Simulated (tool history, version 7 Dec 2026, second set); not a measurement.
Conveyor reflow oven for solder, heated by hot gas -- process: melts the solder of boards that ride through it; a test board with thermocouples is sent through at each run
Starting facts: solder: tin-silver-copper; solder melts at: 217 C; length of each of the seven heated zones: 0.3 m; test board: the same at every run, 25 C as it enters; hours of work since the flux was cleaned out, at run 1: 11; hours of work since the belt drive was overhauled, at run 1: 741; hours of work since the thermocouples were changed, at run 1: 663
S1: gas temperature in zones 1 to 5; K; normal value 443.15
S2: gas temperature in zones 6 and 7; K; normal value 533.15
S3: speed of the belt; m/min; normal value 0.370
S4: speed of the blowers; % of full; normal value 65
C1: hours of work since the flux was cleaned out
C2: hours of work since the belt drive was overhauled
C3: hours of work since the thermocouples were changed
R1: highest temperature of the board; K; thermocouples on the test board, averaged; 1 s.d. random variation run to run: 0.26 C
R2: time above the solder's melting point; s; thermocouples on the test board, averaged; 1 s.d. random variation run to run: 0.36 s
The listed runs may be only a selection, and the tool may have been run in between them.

{"run": 1, "hour": 0.0, "S1": 443.15, "S2": 533.15, "S3": 0.37, "S4": 65, "C1": 11, "C2": 741, "C3": 663, "R1": 518.65, "R2": 65.9}
{"run": 2, "hour": 50.2, "S1": 443.15, "S2": 533.15, "S3": 0.37, "S4": 65, "C1": 36, "C2": 766, "C3": 688, "R1": 518.05, "R2": 65.4}
{"run": 3, "hour": 98.7, "S1": 443.15, "S2": 533.15, "S3": 0.37, "S4": 65, "C1": 60, "C2": 790, "C3": 712, "R1": 518.25, "R2": 66.2}
{"run": 4, "hour": 139.7, "S1": 443.15, "S2": 533.15, "S3": 0.37, "S4": 65, "C1": 80, "C2": 811, "C3": 733, "R1": 517.95, "R2": 65.0}
{"run": 5, "hour": 169.9, "S1": 443.15, "S2": 533.15, "S3": 0.37, "S4": 65, "C1": 95, "C2": 826, "C3": 748, "R1": 517.95, "R2": 65.1}
{"run": 6, "hour": 221.0, "S1": 443.15, "S2": 533.15, "S3": 0.37, "S4": 65, "C1": 121, "C2": 851, "C3": 773, "R1": 517.25, "R2": 64.8}
{"run": 7, "hour": 245.5, "S1": 443.15, "S2": 533.15, "S3": 0.37, "S4": 65, "C1": 133, "C2": 863, "C3": 785, "R1": 517.45, "R2": 64.5}
{"run": 8, "hour": 282.1, "S1": 443.15, "S2": 533.15, "S3": 0.401, "S4": 65, "C1": 151, "C2": 882, "C3": 803, "R1": 514.85, "R2": 55.2}
{"run": 9, "hour": 310.4, "S1": 443.15, "S2": 533.15, "S3": 0.37, "S4": 65, "C1": 165, "C2": 896, "C3": 818, "R1": 517.35, "R2": 63.7}
{"run": 10, "hour": 354.3, "S1": 443.15, "S2": 533.15, "S3": 0.37, "S4": 85, "C1": 187, "C2": 918, "C3": 839, "R1": 520.55, "R2": 68.9}
{"run": 11, "hour": 408.8, "S1": 443.15, "S2": 533.15, "S3": 0.37, "S4": 85, "C1": 214, "C2": 945, "C3": 866, "R1": 520.15, "R2": 68.0}
{"hour": 417.9, "done": "flux residue cleaned out of gas plates and filters"}
{"run": 12, "hour": 450.7, "S1": 443.15, "S2": 533.15, "S3": 0.37, "S4": 85, "C1": 16, "C2": 963, "C3": 885, "R1": 519.05, "R2": 67.0}
{"run": 13, "hour": 491.2, "S1": 443.15, "S2": 533.15, "S3": 0.37, "S4": 85, "C1": 36, "C2": 983, "C3": 905, "R1": 519.25, "R2": 68.1}
{"hour": 539.0, "done": "flux residue cleaned out of gas plates and filters, once more"}
{"run": 14, "hour": 541.9, "S1": 443.15, "S2": 533.15, "S3": 0.37, "S4": 65, "C1": 1, "C2": 1006, "C3": 928, "R1": 517.95, "R2": 65.1}
{"run": 15, "hour": 578.2, "S1": 443.15, "S2": 533.15, "S3": 0.37, "S4": 65, "C1": 20, "C2": 1024, "C3": 946, "R1": 517.95, "R2": 65.6}
{"run": 16, "hour": 618.5, "S1": 443.15, "S2": 533.15, "S3": 0.37, "S4": 65, "C1": 40, "C2": 1044, "C3": 966, "R1": 518.05, "R2": 66.1}
{"run": 17, "hour": 643.4, "S1": 443.15, "S2": 533.15, "S3": 0.37, "S4": 65, "C1": 52, "C2": 1057, "C3": 978, "R1": 518.45, "R2": 65.0}

What will run 18 give?
{"run": 18, "hour": 700.7, "S1": 443.15, "S2": 533.15, "S3": 0.37, "S4": 65, "C1": 80, "C2": 1085, "C3": 1007, "R1": "?", "R2": "?"}

R1: 517.75 K
R2: 64.4 s
Without the tool's hidden state the same run would have given R1 519.45 K, R2 65.3 s.
